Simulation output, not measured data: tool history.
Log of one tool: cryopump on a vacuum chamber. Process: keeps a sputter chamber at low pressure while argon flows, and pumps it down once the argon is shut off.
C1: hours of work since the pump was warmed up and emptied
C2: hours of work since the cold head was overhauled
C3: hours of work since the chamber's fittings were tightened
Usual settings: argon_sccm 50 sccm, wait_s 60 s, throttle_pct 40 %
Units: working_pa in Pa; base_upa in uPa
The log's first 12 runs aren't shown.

{"run": 13, "day": 14.571, "argon_sccm": 50, "wait_s": 60, "throttle_pct": 40, "C1": 193, "C2": 801, "C3": 2873, "working_pa": 0.1883, "base_upa": 3.13}
{"run": 14, "day": 16.408, "argon_sccm": 50, "wait_s": 60, "throttle_pct": 40, "C1": 220, "C2": 829, "C3": 2901, "working_pa": 0.1922, "base_upa": 3.29}
{"run": 15, "day": 17.208, "argon_sccm": 50, "wait_s": 60, "throttle_pct": 40, "C1": 232, "C2": 841, "C3": 2913, "working_pa": 0.1916, "base_upa": 3.24}
{"run": 16, "day": 18.162, "argon_sccm": 50, "wait_s": 60, "throttle_pct": 40, "C1": 247, "C2": 855, "C3": 2927, "working_pa": 0.1915, "base_upa": 3.24}
{"run": 17, "day": 19.404, "argon_sccm": 50, "wait_s": 60, "throttle_pct": 60, "C1": 265, "C2": 873, "C3": 2945, "working_pa": 0.1306, "base_upa": 3.32}
{"run": 18, "day": 20.658, "argon_sccm": 26, "wait_s": 60, "throttle_pct": 41, "C1": 284, "C2": 892, "C3": 2964, "working_pa": 0.0969, "base_upa": 3.3}
{"run": 19, "day": 21.483, "argon_sccm": 32, "wait_s": 261, "throttle_pct": 26, "C1": 296, "C2": 904, "C3": 2976, "working_pa": 0.1869, "base_upa": 2.44}
{"run": 20, "day": 23.279, "argon_sccm": 32, "wait_s": 261, "throttle_pct": 26, "C1": 323, "C2": 931, "C3": 3003, "working_pa": 0.1851, "base_upa": 2.55}
{"run": 21, "day": 24.75, "argon_sccm": 77, "wait_s": 32, "throttle_pct": 23, "C1": 345, "C2": 953, "C3": 3025, "working_pa": 0.5105, "base_upa": 4.28}
{"run": 22, "day": 26.062, "argon_sccm": 21, "wait_s": 113, "throttle_pct": 41, "C1": 364, "C2": 972, "C3": 3045, "working_pa": 0.0793, "base_upa": 2.91}
{"run": 23, "day": 27.862, "argon_sccm": 21, "wait_s": 21, "throttle_pct": 19, "C1": 391, "C2": 999, "C3": 3071, "working_pa": 0.1684, "base_upa": 5.48}
{"run": 24, "day": 28.962, "argon_sccm": 25, "wait_s": 36, "throttle_pct": 40, "C1": 407, "C2": 1016, "C3": 3088, "working_pa": 0.0972, "base_upa": 4.14}
{"run": 25, "day": 29.746, "argon_sccm": 50, "wait_s": 86, "throttle_pct": 40, "C1": 419, "C2": 1027, "C3": 3099, "working_pa": 0.1976, "base_upa": 3.28}
{"run": 26, "day": 31.008, "argon_sccm": 20, "wait_s": 86, "throttle_pct": 40, "C1": 438, "C2": 1046, "C3": 3118, "working_pa": 0.0786, "base_upa": 3.2}
{"run": 27, "day": 32.575, "argon_sccm": 27, "wait_s": 115, "throttle_pct": 36, "C1": 461, "C2": 1069, "C3": 3142, "working_pa": 0.1176, "base_upa": 3.14}
{"run": 28, "day": 34.288, "argon_sccm": 61, "wait_s": 42, "throttle_pct": 36, "C1": 487, "C2": 1095, "C3": 3167, "working_pa": 0.2697, "base_upa": 4.09}
{"run": 29, "day": 36.092, "argon_sccm": 24, "wait_s": 60, "throttle_pct": 20, "C1": 514, "C2": 1122, "C3": 3194, "working_pa": 0.1833, "base_upa": 3.85}
{"run": 30, "day": 37.7, "argon_sccm": 50, "wait_s": 216, "throttle_pct": 40, "C1": 538, "C2": 1146, "C3": 3218, "working_pa": 0.2019, "base_upa": 2.97}
{"run": 31, "day": 39.067, "argon_sccm": 50, "wait_s": 216, "throttle_pct": 40, "C1": 558, "C2": 1166, "C3": 3238, "working_pa": 0.2032, "base_upa": 2.96}
{"run": 32, "day": 40.5, "argon_sccm": 78, "wait_s": 60, "throttle_pct": 40, "C1": 579, "C2": 1187, "C3": 3260, "working_pa": 0.3187, "base_upa": 3.92}
{"run": 33, "day": 41.283, "argon_sccm": 50, "wait_s": 59, "throttle_pct": 36, "C1": 591, "C2": 1199, "C3": 3271, "working_pa": 0.2244, "base_upa": 3.82}
{"day": 42.517, "done": "pump warmed up, emptied and cooled again"}
{"run": 34, "day": 42.579, "argon_sccm": 50, "wait_s": 59, "throttle_pct": 36, "C1": 1, "C2": 1215, "C3": 3287, "working_pa": 0.2031, "base_upa": 3.28}

Forecast each of these 4 alternatives for the next run:
{"run": "A", "day": 44.325, "argon_sccm": 26, "wait_s": 60, "throttle_pct": 40, "C1": 27, "C2": 1241, "C3": 3313, "working_pa": "?", "base_upa": "?"}
{"run": "B", "day": 44.325, "argon_sccm": 46, "wait_s": 32, "throttle_pct": 44, "C1": 27, "C2": 1241, "C3": 3313, "working_pa": "?", "base_upa": "?"}
{"run": "C", "day": 44.325, "argon_sccm": 56, "wait_s": 49, "throttle_pct": 40, "C1": 27, "C2": 1241, "C3": 3313, "working_pa": "?", "base_upa": "?"}
{"run": "D", "day": 44.325, "argon_sccm": 75, "wait_s": 210, "throttle_pct": 18, "C1": 27, "C2": 1241, "C3": 3313, "working_pa": "?", "base_upa": "?"}

run=A working_pa=0.0962 base_upa=3.29
run=B working_pa=0.1535 base_upa=4.28
run=C working_pa=0.2046 base_upa=3.50
run=D working_pa=0.6115 base_upa=2.53
Without the tool's hidden state the same runs would have given:
run=A working_pa=0.0956 base_upa=1.34
run=B working_pa=0.1524 base_upa=2.30
run=C working_pa=0.2033 base_upa=1.56
run=D working_pa=0.6097 base_upa=0.58
